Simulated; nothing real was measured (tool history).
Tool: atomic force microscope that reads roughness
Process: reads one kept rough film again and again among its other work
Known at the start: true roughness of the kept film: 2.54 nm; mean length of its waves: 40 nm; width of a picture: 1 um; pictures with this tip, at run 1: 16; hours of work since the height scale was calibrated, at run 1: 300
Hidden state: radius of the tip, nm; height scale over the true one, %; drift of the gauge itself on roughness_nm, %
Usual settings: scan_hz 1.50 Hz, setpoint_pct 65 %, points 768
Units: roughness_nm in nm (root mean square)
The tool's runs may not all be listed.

| run | day | scan_hz | setpoint_pct | points | pictures with this tip | hours of work since the height scale was calibrated | roughness_nm |
|---|---|---|---|---|---|---|---|
| 1 | 0.000 | 1.50 | 65 | 768 | 16 | 300 | 2.343 |
| 2 | 1.350 | 1.50 | 65 | 768 | 51 | 320 | 2.350 |
| 3 | 2.712 | 1.50 | 65 | 520 | 85 | 340 | 2.330 |
| 4 | 3.500 | 1.50 | 65 | 520 | 105 | 351 | 2.293 |
| 5 | 4.496 | 1.50 | 65 | 520 | 131 | 366 | 2.301 |
| 6 | 5.946 | 1.50 | 65 | 768 | 167 | 387 | 2.312 |
| 7 | 7.271 | 1.50 | 65 | 768 | 201 | 407 | 2.297 |
|  | 7.433 | height scale calibrated on a step standard |
| 8 | 8.854 | 0.52 | 65 | 768 | 240 | 21 | 2.356 |
| 9 | 9.588 | 0.91 | 73 | 393 | 259 | 32 | 2.279 |
|  | 10.050 | new tip fitted |
| 10 | 10.250 | 0.91 | 73 | 393 | 5 | 41 | 2.369 |
| 11 | 10.883 | 1.50 | 69 | 768 | 21 | 50 | 2.343 |
| 12 | 12.112 | 1.50 | 69 | 768 | 52 | 69 | 2.330 |
| 13 | 13.279 | 1.50 | 87 | 768 | 82 | 86 | 2.154 |
|  | 13.550 | height scale calibrated on a step standard, once more |
| 14 | 14.788 | 1.52 | 69 | 273 | 119 | 18 | 2.272 |
| 15 | 15.504 | 1.07 | 75 | 420 | 138 | 29 | 2.275 |
| 16 | 16.883 | 0.74 | 65 | 768 | 173 | 49 | 2.315 |

4 ways to go on from here, each from the tool as it stands after run 16. What would each give?
| A | 18.346 | 0.96 | 56 | 704 | 210 | 71 | ? |
| B | 18.346 | 0.74 | 70 | 285 | 210 | 71 | ? |
| C | 18.346 | 0.66 | 71 | 844 | 210 | 71 | ? |
| D | 18.346 | 1.50 | 65 | 534 | 210 | 71 | ? |

| run | roughness_nm |
|---|---|
| A | 2.351 |
| B | 2.300 |
| C | 2.302 |
| D | 2.277 |
Without the tool's hidden state the same runs would have given:
| run | roughness_nm |
|---|---|
| A | 2.440 |
| B | 2.387 |
| C | 2.389 |
| D | 2.363 |

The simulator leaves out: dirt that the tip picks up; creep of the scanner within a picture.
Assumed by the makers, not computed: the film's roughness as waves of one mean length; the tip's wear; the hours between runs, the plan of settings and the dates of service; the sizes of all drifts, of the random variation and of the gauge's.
